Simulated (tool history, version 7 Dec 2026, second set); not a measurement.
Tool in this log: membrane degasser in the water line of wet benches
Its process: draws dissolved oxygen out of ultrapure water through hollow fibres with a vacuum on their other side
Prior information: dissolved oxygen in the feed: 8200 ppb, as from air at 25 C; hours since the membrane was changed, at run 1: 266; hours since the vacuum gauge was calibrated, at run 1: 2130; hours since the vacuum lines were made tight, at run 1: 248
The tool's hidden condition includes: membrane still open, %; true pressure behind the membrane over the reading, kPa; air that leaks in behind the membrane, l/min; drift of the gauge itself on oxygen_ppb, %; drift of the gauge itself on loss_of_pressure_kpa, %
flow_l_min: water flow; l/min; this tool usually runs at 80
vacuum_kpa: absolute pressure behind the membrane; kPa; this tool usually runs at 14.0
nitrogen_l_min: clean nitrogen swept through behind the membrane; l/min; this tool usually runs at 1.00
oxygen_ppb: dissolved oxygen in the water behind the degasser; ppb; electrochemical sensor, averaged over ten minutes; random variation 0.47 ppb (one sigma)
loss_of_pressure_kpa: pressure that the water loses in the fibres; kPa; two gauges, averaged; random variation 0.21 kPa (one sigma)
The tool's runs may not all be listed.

| run | day | flow_l_min | vacuum_kpa | nitrogen_l_min | hours since the membrane was changed | hours since the vacuum gauge was calibrated | hours since the vacuum lines were made tight | oxygen_ppb | loss_of_pressure_kpa |
|---|---|---|---|---|---|---|---|---|---|
| 1 | 0.000 | 80 | 14.0 | 1.00 | 266 | 2130 | 248 | 1295.9 | 56.65 |
| 2 | 1.117 | 80 | 10.0 | 1.00 | 293 | 2157 | 275 | 856.9 | 56.31 |
| 3 | 2.475 | 80 | 14.0 | 1.00 | 326 | 2190 | 308 | 1295.5 | 56.75 |
| 4 | 4.779 | 80 | 18.4 | 1.00 | 381 | 2245 | 363 | 1735.1 | 56.81 |
| 5 | 6.079 | 80 | 14.0 | 1.00 | 412 | 2276 | 394 | 1296.0 | 56.67 |
| 6 | 7.867 | 80 | 14.0 | 1.00 | 455 | 2319 | 437 | 1295.7 | 56.45 |
| 7 | 9.350 | 80 | 14.0 | 1.00 | 491 | 2355 | 473 | 1294.4 | 56.75 |
| 8 | 10.938 | 80 | 14.0 | 1.00 | 529 | 2393 | 511 | 1294.8 | 56.43 |
| 9 | 13.329 | 80 | 14.0 | 1.00 | 586 | 2450 | 568 | 1296.0 | 56.41 |
| 10 | 15.400 | 80 | 14.0 | 1.00 | 636 | 2500 | 618 | 1296.3 | 56.40 |
| 11 | 17.688 | 75 | 21.7 | 1.50 | 691 | 2555 | 673 | 1516.3 | 52.84 |
| 12 | 19.546 | 80 | 31.8 | 0.96 | 735 | 2599 | 717 | 2897.2 | 56.21 |
| 13 | 21.112 | 80 | 31.8 | 0.96 | 773 | 2637 | 755 | 2897.7 | 56.45 |
| 14 | 23.008 | 80 | 31.8 | 1.14 | 818 | 2682 | 800 | 2638.5 | 56.58 |
| 15 | 24.525 | 80 | 31.8 | 1.14 | 855 | 2719 | 837 | 2639.5 | 56.61 |
| 16 | 25.504 | 80 | 31.8 | 2.29 | 878 | 2742 | 860 | 1704.2 | 56.95 |
| 17 | 27.575 | 80 | 31.8 | 2.29 | 928 | 2792 | 910 | 1705.1 | 56.68 |
| 18 | 28.912 | 80 | 31.8 | 2.29 | 960 | 2824 | 942 | 1703.8 | 56.51 |
| 19 | 31.017 | 124 | 10.7 | 0.57 | 1011 | 2875 | 993 | 1614.8 | 87.25 |

Below, each run's measurement less what the same run would have read without the hidden state. Both values contain the same run-to-run variation, but the gauge's scatter may not be the same in both:
| run | oxygen_ppb |
|---|---|
| 1 | +5.2 |
| 2 | +5.8 |
| 3 | +5.3 |
| 4 | +4.9 |
| 5 | +5.4 |
| 6 | +5.5 |
| 7 | +5.5 |
| 8 | +5.5 |
| 9 | +5.6 |
| 10 | +5.7 |
| 11 | +4.1 |
| 12 | +3.8 |
| 13 | +3.9 |
| 14 | +3.9 |
| 15 | +4.0 |
| 16 | +3.5 |
| 17 | +3.6 |
| 18 | +3.6 |
| 19 | +10.6 |
loss_of_pressure_kpa: at most 0.20 kPa away from the measurement, every run.
